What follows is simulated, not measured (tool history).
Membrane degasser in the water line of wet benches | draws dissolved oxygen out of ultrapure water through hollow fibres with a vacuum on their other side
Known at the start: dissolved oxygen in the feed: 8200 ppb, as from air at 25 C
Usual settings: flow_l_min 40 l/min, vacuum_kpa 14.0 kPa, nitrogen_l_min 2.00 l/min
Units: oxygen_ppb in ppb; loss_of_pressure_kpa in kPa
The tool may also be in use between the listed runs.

| run | hour | flow_l_min | vacuum_kpa | nitrogen_l_min | oxygen_ppb | loss_of_pressure_kpa |
|---|---|---|---|---|---|---|
| 1 | 0.0 | 40 | 14.0 | 2.00 | 462.1 | 61.88 |
| 2 | 230.8 | 40 | 14.0 | 2.00 | 461.9 | 62.12 |
| 3 | 417.2 | 40 | 10.7 | 2.00 | 329.0 | 62.15 |
| 4 | 663.3 | 40 | 10.7 | 2.00 | 333.7 | 61.94 |
| 5 | 877.3 | 40 | 14.0 | 5.95 | 178.5 | 62.04 |
| 6 | 1125.4 | 40 | 14.0 | 5.95 | 177.0 | 61.98 |
| 7 | 1320.2 | 40 | 14.0 | 1.54 | 579.2 | 61.76 |
| 8 | 1573.9 | 40 | 14.0 | 1.54 | 580.0 | 61.63 |
| 9 | 1705.4 | 40 | 14.0 | 1.54 | 583.0 | 62.08 |
| 10 | 1923.2 | 40 | 14.0 | 1.54 | 588.5 | 61.88 |
|  | 2162.9 | vacuum gauge calibrated |
| 11 | 2180.0 | 40 | 14.0 | 2.00 | 470.2 | 62.51 |
|  | 2220.6 | membrane cartridge changed |
| 12 | 2309.3 | 40 | 14.0 | 2.00 | 470.6 | 62.48 |
| 13 | 2433.9 | 40 | 14.0 | 2.00 | 477.0 | 62.18 |
|  | 2507.8 | gauge calibrated |
| 14 | 2547.1 | 40 | 14.0 | 2.00 | 461.5 | 61.94 |
| 15 | 2824.1 | 40 | 14.0 | 2.00 | 460.9 | 62.10 |
| 16 | 2947.4 | 40 | 14.0 | 2.00 | 459.2 | 61.51 |
| 17 | 3140.1 | 40 | 14.0 | 2.00 | 463.5 | 61.61 |
| 18 | 3346.9 | 40 | 9.1 | 3.63 | 154.8 | 62.07 |
| 19 | 3501.6 | 40 | 9.1 | 3.63 | 155.8 | 62.14 |
| 20 | 3706.1 | 40 | 9.1 | 3.63 | 154.9 | 62.35 |
| 21 | 3936.7 | 40 | 14.0 | 1.00 | 819.6 | 61.85 |
| 22 | 4085.4 | 40 | 32.3 | 5.37 | 505.0 | 61.80 |
| 23 | 4332.1 | 40 | 13.4 | 2.53 | 364.6 | 61.96 |
| 24 | 4466.7 | 40 | 13.4 | 2.53 | 365.8 | 62.07 |
| 25 | 4639.6 | 32 | 19.3 | 2.53 | 465.6 | 49.76 |
| 26 | 4812.1 | 40 | 29.1 | 2.00 | 1059.2 | 62.23 |
|  | 4996.6 | seals of the vacuum lines changed |
| 27 | 5045.2 | 40 | 9.4 | 1.40 | 378.7 | 61.59 |
| 28 | 5268.9 | 33 | 13.9 | 5.42 | 160.3 | 50.96 |
| 29 | 5428.0 | 62 | 13.4 | 2.39 | 578.7 | 96.11 |
| 30 | 5646.9 | 31 | 28.8 | 2.39 | 733.3 | 47.88 |
|  | 5777.8 | gauge calibrated |
| 31 | 5917.8 | 49 | 13.5 | 0.90 | 955.8 | 76.17 |
| 32 | 6105.2 | 31 | 13.5 | 0.90 | 684.3 | 47.85 |
| 33 | 6316.7 | 40 | 15.7 | 1.64 | 623.7 | 62.07 |

Forecast each of these 3 alternatives for the next run:
| A | 6528.4 | 42 | 34.8 | 4.30 | ? | ? |
| B | 6528.4 | 40 | 14.0 | 3.19 | ? | ? |
| C | 6528.4 | 50 | 14.9 | 3.83 | ? | ? |

| run | oxygen_ppb | loss_of_pressure_kpa |
|---|---|---|
| A | 678.3 | 64.95 |
| B | 313.5 | 61.97 |
| C | 354.4 | 77.74 |
Without the tool's hidden state the same runs would have given:
| run | oxygen_ppb | loss_of_pressure_kpa |
|---|---|---|
| A | 672.3 | 64.90 |
| B | 310.5 | 61.92 |
| C | 351.0 | 77.68 |

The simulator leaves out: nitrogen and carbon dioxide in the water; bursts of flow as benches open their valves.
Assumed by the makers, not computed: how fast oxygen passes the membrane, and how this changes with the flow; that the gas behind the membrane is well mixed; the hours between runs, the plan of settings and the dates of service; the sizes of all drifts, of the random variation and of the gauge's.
